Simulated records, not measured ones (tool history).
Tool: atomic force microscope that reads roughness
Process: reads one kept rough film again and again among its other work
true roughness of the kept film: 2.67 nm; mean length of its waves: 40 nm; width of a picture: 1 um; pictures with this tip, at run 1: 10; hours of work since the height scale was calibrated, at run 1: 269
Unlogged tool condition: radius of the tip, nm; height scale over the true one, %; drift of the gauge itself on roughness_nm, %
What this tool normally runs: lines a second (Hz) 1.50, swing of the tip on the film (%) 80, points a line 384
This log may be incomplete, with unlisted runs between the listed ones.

run	hour	lines a second (Hz)	swing of the tip on the film (%)	points a line	pictures with this tip	hours of work since the height scale was calibrated	roughness of the kept film (nm (root mean square))
1	0.0	1.50	80	384	10	269	2.260
2	10.5	1.50	80	384	25	274	2.244
3	16.7	0.58	80	384	33	278	2.392
4	31.9	0.58	80	384	54	285	2.371
5	43.8	0.58	80	384	71	291	2.363
6	58.9	0.58	80	384	92	299	2.332
7	72.3	0.58	80	384	110	306	2.316
8	82.6	0.58	80	384	124	311	2.312
9	97.1	2.47	80	384	144	319	2.016
10	105.1	2.47	80	768	155	323	2.003
11	111.8	2.47	67	768	165	326	2.158
12	125.5	1.50	78	384	183	333	2.146
13	136.4	1.50	83	384	198	339	2.054
14	142.6	1.50	83	489	207	342	2.041
15	152.0	1.50	83	489	220	346	2.045
16	162.4	1.50	83	489	234	352	2.060
17	176.6	1.50	83	489	254	359	2.013
18	183.4	1.50	83	489	263	362	2.029
19	194.3	1.50	83	489	278	368	2.025
20	201.7	1.50	83	489	288	372	1.999
21	215.0	1.50	80	549	307	379	2.038
22	226.8	3.65	80	384	323	385	1.735
23	241.4	3.65	80	384	343	392	1.742
# hour 248.5: new tip fitted
24	250.6	3.65	80	384	3	396	1.940
25	258.3	1.52	65	738	14	400	2.396
26	268.6	0.51	88	669	28	406	2.364
27	283.0	0.51	88	669	48	413	2.340
28	293.4	0.51	62	504	62	418	2.430
29	305.2	0.51	62	504	78	424	2.425
30	313.4	0.51	65	504	90	428	2.418
31	320.8	1.24	65	925	100	432	2.332
32	327.7	1.24	65	925	109	436	2.333
33	339.6	1.24	65	925	126	442	2.320
34	348.8	3.94	69	801	138	446	2.061
35	359.9	3.94	69	801	154	452	2.030
36	367.4	1.03	83	801	164	456	2.191
37	381.7	3.45	83	845	184	463	1.815
38	392.9	2.64	80	384	199	469	1.949
39	406.0	3.79	59	384	217	476	2.146
40	419.7	3.79	59	384	236	482	2.124
41	426.4	1.98	61	552	245	486	2.210
42	438.5	1.98	61	552	262	492	2.200
43	447.9	0.52	80	303	275	497	2.196
44	454.2	1.50	80	874	284	500	2.043
45	461.7	2.83	57	874	294	504	2.159
46	475.2	1.15	80	686	313	511	2.089
47	489.0	1.15	80	686	332	518	2.049

Here are 3 independent what-if runs from the current tool condition. What would each one return?
A	498.4	2.03	84	283	345	523	?
B	498.4	1.15	59	413	345	523	?
C	498.4	2.70	58	384	345	523	?

run	roughness of the kept film (nm (root mean square))
A	1.865
B	2.197
C	2.124
Take away the tool's hidden state, keep each run's random variation, and the runs would have read:
run	roughness of the kept film (nm (root mean square))
A	2.118
B	2.494
C	2.412
